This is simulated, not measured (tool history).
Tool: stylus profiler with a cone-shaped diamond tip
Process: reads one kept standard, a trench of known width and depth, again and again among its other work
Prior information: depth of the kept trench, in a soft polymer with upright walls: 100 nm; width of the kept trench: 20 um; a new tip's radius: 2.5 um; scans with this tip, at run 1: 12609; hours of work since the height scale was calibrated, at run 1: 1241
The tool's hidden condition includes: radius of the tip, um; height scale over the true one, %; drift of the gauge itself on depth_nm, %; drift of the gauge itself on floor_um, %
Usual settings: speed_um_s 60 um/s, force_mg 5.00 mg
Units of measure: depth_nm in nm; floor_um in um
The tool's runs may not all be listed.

run,day,speed_um_s,force_mg,scans with this tip,hours of work since the height scale was calibrated,depth_nm,floor_um
1,0.000,60,5.00,12609,1241,102.93,17.58
2,1.288,60,5.00,12824,1263,103.01,17.53
3,2.929,60,5.00,13098,1290,103.02,17.57
4,4.558,60,5.00,13370,1316,103.00,17.53
5,5.617,51,5.00,13547,1334,103.05,17.52
6,7.138,51,5.00,13801,1359,103.05,17.51
7,8.417,60,5.00,14014,1380,103.02,17.45
8,10.300,60,5.00,14329,1411,103.07,17.43
9,11.771,60,5.00,14574,1435,103.07,17.44
10,13.692,60,5.00,14894,1466,103.05,17.43
11,15.496,60,5.00,15196,1496,103.19,17.42
12,17.050,16,5.00,15455,1522,103.04,17.62
13,18.875,16,5.00,15760,1552,103.02,17.65
14,19.800,16,5.00,15914,1567,103.16,17.61
15,21.217,16,5.00,16150,1590,103.11,17.61
16,23.196,16,5.00,16481,1623,103.19,17.58
17,24.038,16,5.00,16621,1637,103.14,17.57
18,25.333,16,5.00,16838,1658,103.16,17.53
19,26.212,60,5.00,16985,1672,103.18,17.30
20,27.450,60,5.90,17191,1693,103.54,17.37
21,28.558,60,5.00,17376,1711,103.20,17.28
22,29.604,60,5.00,17551,1728,103.20,17.23
23,31.446,60,5.00,17858,1758,103.21,17.30
24,33.179,60,5.00,18148,1787,103.26,17.26
25,34.879,156,2.34,18431,1815,102.24,16.48
26,36.458,156,2.34,18694,1841,102.33,16.46
27,37.950,37,7.98,18943,1865,104.11,17.40
28,39.512,37,7.98,19204,1891,104.15,17.35
# day 41.033: new tip fitted, height scale calibrated
29,41.308,16,3.02,45,4,101.71,18.56
30,43.196,40,2.94,360,36,101.72,18.38
31,44.429,40,2.94,566,56,101.71,18.31
32,46.262,20,12.03,872,86,104.41,18.51
33,47.983,208,12.03,1160,114,104.42,17.95
34,49.829,60,10.80,1468,145,104.13,18.32
35,51.721,60,10.80,1783,176,104.15,18.29
36,53.496,60,10.80,2080,205,104.17,18.26
37,54.771,60,10.80,2292,226,104.18,18.27
38,56.129,179,9.96,2519,248,103.97,17.86
39,58.071,190,7.11,2843,280,103.20,17.69
40,59.679,78,5.00,3112,306,102.60,18.02
41,60.604,52,7.14,3266,322,103.14,18.14
42,61.517,22,7.63,3418,337,103.35,18.32
43,62.950,60,1.72,3658,360,101.36,17.90
44,64.092,225,9.09,3848,379,103.79,17.60
45,65.421,175,3.19,4070,401,102.03,17.24

Selected run-to-run steps in depth_nm, each split into two signed amounts: the part the tool would show with no hidden state at all (from settings, incoming material and random variation), and the remainder, which goes to the hidden state together with any gauge scatter not common to the measured and the hidden-state-free results:
Run 6 -> 7: speed_um_s 51 -> 60. depth_nm -0.03 nm: hidden state +0.02, all else -0.05.
Run 10 -> 11: no setting touched and nothing written in the log between the runs. depth_nm +0.14 nm: hidden state +0.02, all else +0.12.
Run 28 -> 29: speed_um_s 37 -> 16, force_mg 7.98 -> 3.02, new tip fitted, height scale calibrated. depth_nm -2.44 nm: hidden state -0.84, all else -1.60.
Run 31 -> 32: speed_um_s 40 -> 20, force_mg 2.94 -> 12.03. depth_nm +2.70 nm: hidden state +0.00, all else +2.70.
Run 43 -> 44: speed_um_s 60 -> 225, force_mg 1.72 -> 9.09. depth_nm +2.43 nm: hidden state +0.02, all else +2.41.

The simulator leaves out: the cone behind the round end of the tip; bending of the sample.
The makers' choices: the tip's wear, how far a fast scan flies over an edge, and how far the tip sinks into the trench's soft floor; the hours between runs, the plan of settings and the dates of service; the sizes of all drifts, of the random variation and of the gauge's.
